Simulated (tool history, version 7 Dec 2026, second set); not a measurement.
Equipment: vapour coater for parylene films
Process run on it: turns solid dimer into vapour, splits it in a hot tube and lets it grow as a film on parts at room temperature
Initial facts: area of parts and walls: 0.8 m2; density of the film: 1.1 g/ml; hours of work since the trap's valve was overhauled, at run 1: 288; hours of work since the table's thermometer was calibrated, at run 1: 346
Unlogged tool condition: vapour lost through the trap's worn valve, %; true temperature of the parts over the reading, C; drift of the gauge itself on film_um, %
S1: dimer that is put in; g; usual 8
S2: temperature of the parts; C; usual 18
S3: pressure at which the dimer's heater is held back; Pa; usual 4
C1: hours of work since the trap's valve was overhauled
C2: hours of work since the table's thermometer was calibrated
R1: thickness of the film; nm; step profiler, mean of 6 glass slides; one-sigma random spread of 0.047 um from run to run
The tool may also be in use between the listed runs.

| run | day | S1 | S2 | S3 | C1 | C2 | R1 |
|---|---|---|---|---|---|---|---|
| 1 | 0 | 8 | 18 | 4 | 288 | 346 | 5740 |
| 2 | 1.246 | 8 | 18 | 4 | 303 | 360 | 5730 |
| 3 | 2.25 | 8 | 18 | 4 | 315 | 372 | 5710 |
| 4 | 3.538 | 8 | 18 | 4 | 330 | 388 | 5780 |
| 5 | 4.717 | 8 | 18 | 4 | 345 | 402 | 5770 |
| 6 | 6.004 | 6 | 18 | 4 | 360 | 417 | 4250 |
| 7 | 6.8 | 8 | 18 | 6.67 | 369 | 426 | 5410 |
| 8 | 7.579 | 8 | 18 | 2.29 | 379 | 436 | 6080 |
| 9 | 8.688 | 8 | 18 | 2.29 | 392 | 449 | 6030 |
| 10 | 9.608 | 9 | 18 | 2.29 | 403 | 460 | 6780 |
| 11 | 10.679 | 9 | 18 | 2.29 | 415 | 473 | 6660 |
| 12 | 11.904 | 9 | 18 | 2.29 | 430 | 487 | 6810 |
| 13 | 12.446 | 9 | 18 | 2.29 | 436 | 494 | 6800 |
| 14 | 13.088 | 9 | 18 | 2.29 | 444 | 501 | 6690 |
| 15 | 14.308 | 6 | 16 | 2.13 | 459 | 516 | 4700 |
| 16 | 15.442 | 14 | 15 | 3.95 | 472 | 529 | 10370 |
| 17 | 16.158 | 8 | 18 | 3.66 | 481 | 538 | 5620 |
| 18 | 16.9 | 8 | 18 | 4.49 | 489 | 547 | 5480 |
| 19 | 18.008 | 8 | 18 | 10.6 | 503 | 560 | 5000 |
| 20 | 18.571 | 12 | 12 | 5.99 | 509 | 566 | 9100 |
| 21 | 19.642 | 3 | 12 | 7.4 | 522 | 579 | 2240 |
| 22 | 20.912 | 4 | 12 | 4.52 | 537 | 594 | 3150 |

Run 23 is up next; what results do you expect?
| 23 | 21.725 | 4 | 12 | 4.52 | 547 | 604 | ? |

{"run 23": {"R1": 3130}}
With the hidden condition absent and the run-to-run variation left alone, this run would have shown R1 3350 nm.
